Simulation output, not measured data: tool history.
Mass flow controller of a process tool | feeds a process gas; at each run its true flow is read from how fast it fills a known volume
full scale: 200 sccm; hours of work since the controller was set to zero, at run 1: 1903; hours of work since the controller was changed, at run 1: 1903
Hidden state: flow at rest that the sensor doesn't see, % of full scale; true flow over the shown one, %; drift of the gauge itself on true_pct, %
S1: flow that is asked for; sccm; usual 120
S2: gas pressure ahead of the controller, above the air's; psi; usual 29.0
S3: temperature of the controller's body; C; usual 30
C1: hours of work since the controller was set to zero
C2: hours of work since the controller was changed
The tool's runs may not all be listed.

run 1 hour=0.0 | S1=120 S2=29.0 S3=30 | C1=1903 C2=1903 | true_flow_(%)=98.11
run 2 hour=85.0 | S1=120 S2=29.0 S3=30 | C1=1963 C2=1963 | true_flow_(%)=97.95
run 3 hour=194.9 | S1=32 S2=29.0 S3=30 | C1=2040 C2=2040 | true_flow_(%)=95.99
run 4 hour=260.1 | S1=120 S2=29.0 S3=30 | C1=2086 C2=2086 | true_flow_(%)=97.85
run 5 hour=382.2 | S1=120 S2=29.0 S3=24 | C1=2171 C2=2171 | true_flow_(%)=97.68
run 6 hour=487.7 | S1=120 S2=29.0 S3=24 | C1=2246 C2=2246 | true_flow_(%)=97.67
run 7 hour=573.9 | S1=51 S2=29.0 S3=24 | C1=2306 C2=2306 | true_flow_(%)=96.32
run 8 hour=701.0 | S1=51 S2=29.0 S3=24 | C1=2395 C2=2395 | true_flow_(%)=96.20
run 9 hour=830.4 | S1=120 S2=29.0 S3=38 | C1=2486 C2=2486 | true_flow_(%)=97.96
run 10 hour=971.9 | S1=120 S2=39.0 S3=30 | C1=2585 C2=2585 | true_flow_(%)=97.28
run 11 hour=1070.5 | S1=120 S2=32.5 S3=30 | C1=2654 C2=2654 | true_flow_(%)=97.42
run 12 hour=1152.6 | S1=120 S2=32.5 S3=30 | C1=2712 C2=2712 | true_flow_(%)=97.32
run 13 hour=1273.2 | S1=83 S2=29.0 S3=30 | C1=2797 C2=2797 | true_flow_(%)=96.83
run 14 hour=1401.3 | S1=83 S2=29.0 S3=30 | C1=2887 C2=2887 | true_flow_(%)=96.76
run 15 hour=1494.4 | S1=83 S2=29.0 S3=30 | C1=2952 C2=2952 | true_flow_(%)=96.90
run 16 hour=1646.4 | S1=83 S2=35.2 S3=30 | C1=3058 C2=3058 | true_flow_(%)=96.40
run 17 hour=1797.0 | S1=120 S2=29.0 S3=30 | C1=3164 C2=3164 | true_flow_(%)=97.41
run 18 hour=1917.6 | S1=120 S2=29.0 S3=30 | C1=3249 C2=3249 | true_flow_(%)=97.35
run 19 hour=2025.7 | S1=120 S2=29.0 S3=30 | C1=3325 C2=3325 | true_flow_(%)=97.24
run 20 hour=2129.2 | S1=120 S2=29.0 S3=30 | C1=3397 C2=3397 | true_flow_(%)=97.27
run 21 hour=2263.0 | S1=120 S2=29.0 S3=30 | C1=3491 C2=3491 | true_flow_(%)=97.13
run 22 hour=2344.5 | S1=120 S2=24.8 S3=30 | C1=3548 C2=3548 | true_flow_(%)=97.30
run 23 hour=2487.5 | S1=120 S2=30.9 S3=30 | C1=3649 C2=3649 | true_flow_(%)=97.00
run 24 hour=2559.3 | S1=120 S2=30.9 S3=30 | C1=3699 C2=3699 | true_flow_(%)=96.91
run 25 hour=2654.4 | S1=88 S2=22.9 S3=38 | C1=3766 C2=3766 | true_flow_(%)=96.98
run 26 hour=2757.3 | S1=88 S2=22.9 S3=25 | C1=3838 C2=3838 | true_flow_(%)=96.43
run 27 hour=2819.2 | S1=88 S2=22.9 S3=25 | C1=3881 C2=3881 | true_flow_(%)=96.46
run 28 hour=2891.8 | S1=88 S2=22.9 S3=25 | C1=3932 C2=3932 | true_flow_(%)=96.54
run 29 hour=2984.9 | S1=194 S2=22.9 S3=25 | C1=3998 C2=3998 | true_flow_(%)=98.16
run 30 hour=3068.8 | S1=194 S2=22.9 S3=25 | C1=4056 C2=4056 | true_flow_(%)=98.06
run 31 hour=3203.2 | S1=120 S2=21.3 S3=30 | C1=4151 C2=4151 | true_flow_(%)=97.21
run 32 hour=3351.7 | S1=68 S2=21.8 S3=32 | C1=4255 C2=4255 | true_flow_(%)=96.00
run 33 hour=3496.1 | S1=68 S2=21.8 S3=32 | C1=4356 C2=4356 | true_flow_(%)=96.02
run 34 hour=3584.4 | S1=68 S2=21.8 S3=32 | C1=4418 C2=4418 | true_flow_(%)=95.92
run 35 hour=3696.6 | S1=124 S2=36.1 S3=30 | C1=4497 C2=4497 | true_flow_(%)=96.43
run 36 hour=3758.5 | S1=124 S2=36.1 S3=30 | C1=4540 C2=4540 | true_flow_(%)=96.39
run 37 hour=3886.0 | S1=22 S2=32.1 S3=30 | C1=4630 C2=4630 | true_flow_(%)=92.55
run 38 hour=3968.7 | S1=22 S2=32.1 S3=30 | C1=4688 C2=4688 | true_flow_(%)=92.59
run 39 hour=4059.7 | S1=22 S2=32.1 S3=30 | C1=4752 C2=4752 | true_flow_(%)=92.50
run 40 hour=4138.0 | S1=22 S2=32.1 S3=30 | C1=4807 C2=4807 | true_flow_(%)=92.54
run 41 hour=4200.5 | S1=22 S2=32.1 S3=30 | C1=4851 C2=4851 | true_flow_(%)=92.43
run 42 hour=4267.0 | S1=22 S2=32.1 S3=30 | C1=4897 C2=4897 | true_flow_(%)=92.46
run 43 hour=4415.1 | S1=22 S2=32.1 S3=30 | C1=5001 C2=5001 | true_flow_(%)=92.22
run 44 hour=4501.8 | S1=22 S2=32.1 S3=30 | C1=5062 C2=5062 | true_flow_(%)=92.12
run 45 hour=4577.4 | S1=96 S2=24.7 S3=30 | C1=5115 C2=5115 | true_flow_(%)=96.01
run 46 hour=4709.1 | S1=101 S2=38.9 S3=30 | C1=5207 C2=5207 | true_flow_(%)=95.49
run 47 hour=4786.0 | S1=74 S2=29.0 S3=38 | C1=5261 C2=5261 | true_flow_(%)=95.52

3 ways to go on from here, each from the tool as it stands after run 47. What would each give?
run A hour=4924.8 | S1=78 S2=40.2 S3=28 | C1=5359 C2=5359 | true_flow_(%)=?
run B hour=4924.8 | S1=21 S2=29.0 S3=38 | C1=5359 C2=5359 | true_flow_(%)=?
run C hour=4924.8 | S1=138 S2=32.3 S3=33 | C1=5359 C2=5359 | true_flow_(%)=?

run=A true_flow_(%)=94.64
run=B true_flow_(%)=92.15
run=C true_flow_(%)=96.46
Without the tool's hidden state the same runs would have given:
run=A true_flow_(%)=97.93
run=B true_flow_(%)=98.14
run=C true_flow_(%)=99.31
